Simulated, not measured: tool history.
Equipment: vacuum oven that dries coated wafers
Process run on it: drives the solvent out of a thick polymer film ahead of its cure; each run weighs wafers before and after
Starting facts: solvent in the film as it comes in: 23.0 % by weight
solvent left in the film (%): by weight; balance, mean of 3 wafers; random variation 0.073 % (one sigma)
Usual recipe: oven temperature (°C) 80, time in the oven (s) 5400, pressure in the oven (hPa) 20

run   hour  oven temperature (°C)  time in the oven (s)  pressure in the oven (hPa)  solvent left in the film (%)
  1      0                     80                  5400                          20                          6.09
  2   26.6                     80                  5400                          20                          6.03
  3   54.5                     80                  5400                          20                          6.21
  4   88.4                     80                  5400                          20                          6.17
  5  107.3                     80                  5400                          20                          6.12
  6  125.6                     80                  5400                          20                          6.14
  7  168.6                     80                  5400                          18                          6.02
     183.9  -- oven's thermocouples calibrated
  8  207.9                     80                  5400                          18                          6.61
  9  226.1                     80                  5400                          20                          6.68
 10  268.2                     80                  5400                          20                          6.72
 11  310.5                     90                  5400                        33.9                          3.56
 12  344.9                     73                  5400                          10                          8.93
     368.4  -- vacuum gauge cleaned of residue and calibrated
 13  384.1                     73                  5400                          10                          8.81
     426.7  -- oven's thermocouples calibrated, once more
 14    429                     73                  5400                          10                          7.57
 15  470.8                     80                  8100                          20                          3.03
 16  513.9                     69                  5460                        17.2                          9.51

What does the tool deliver on the next run?
 17  553.2                     69                  5460                        17.2                             ?

{"run 17": {"solvent left in the film (%)": 9.6}}
On a tool with no hidden condition, and with the same random variation, this run would have come out at solvent left in the film (%) 9.48.

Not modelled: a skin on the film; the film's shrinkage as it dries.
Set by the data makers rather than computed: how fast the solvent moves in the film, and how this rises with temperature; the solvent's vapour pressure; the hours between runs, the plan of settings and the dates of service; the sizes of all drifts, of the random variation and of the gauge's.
